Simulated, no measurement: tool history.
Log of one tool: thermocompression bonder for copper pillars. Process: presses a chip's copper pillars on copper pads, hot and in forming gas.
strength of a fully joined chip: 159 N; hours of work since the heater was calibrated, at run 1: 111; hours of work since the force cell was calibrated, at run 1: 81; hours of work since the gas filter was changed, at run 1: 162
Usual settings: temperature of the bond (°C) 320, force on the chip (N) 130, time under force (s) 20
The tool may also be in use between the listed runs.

run,hour,temperature of the bond (°C),force on the chip (N),time under force (s),hours of work since the heater was calibrated,hours of work since the force cell was calibrated,hours of work since the gas filter was changed,force that shears a chip off (N)
1,0.0,320,130,20,111,81,162,98.4
2,7.6,320,130,20,115,86,167,99.2
3,14.2,320,130,20,119,89,170,99.4
4,22.3,320,130,20,124,94,175,99.0
5,28.0,320,130,17,127,97,178,93.4
6,36.2,332,130,20,132,102,183,109.0
7,42.7,332,130,20,135,106,186,108.5
8,50.3,332,130,20,140,110,191,110.0
9,56.7,332,130,20,143,113,194,109.0
10,60.8,331,137,26,146,116,197,119.1
11,65.6,339,130,20,148,119,199,113.9
12,71.9,339,130,20,152,122,203,114.6
13,78.6,307,84,11,156,126,207,46.6
14,83.7,307,84,11,159,129,210,46.7
15,89.6,333,114,11,162,132,213,83.0

4 ways to go on from here, each from the tool as it stands after run 15. What would each give?
A,99.1,335,146,11,167,138,219,?
B,99.1,306,80,18,167,138,219,?
C,99.1,344,156,27,167,138,219,?
D,99.1,333,114,49,167,138,219,?

run,force that shears a chip off (N)
A,101.2
B,54.6
C,135.9
D,127.1
Without the tool's hidden state the same runs would have given:
run,force that shears a chip off (N)
A,101.6
B,54.8
C,136.4
D,127.5
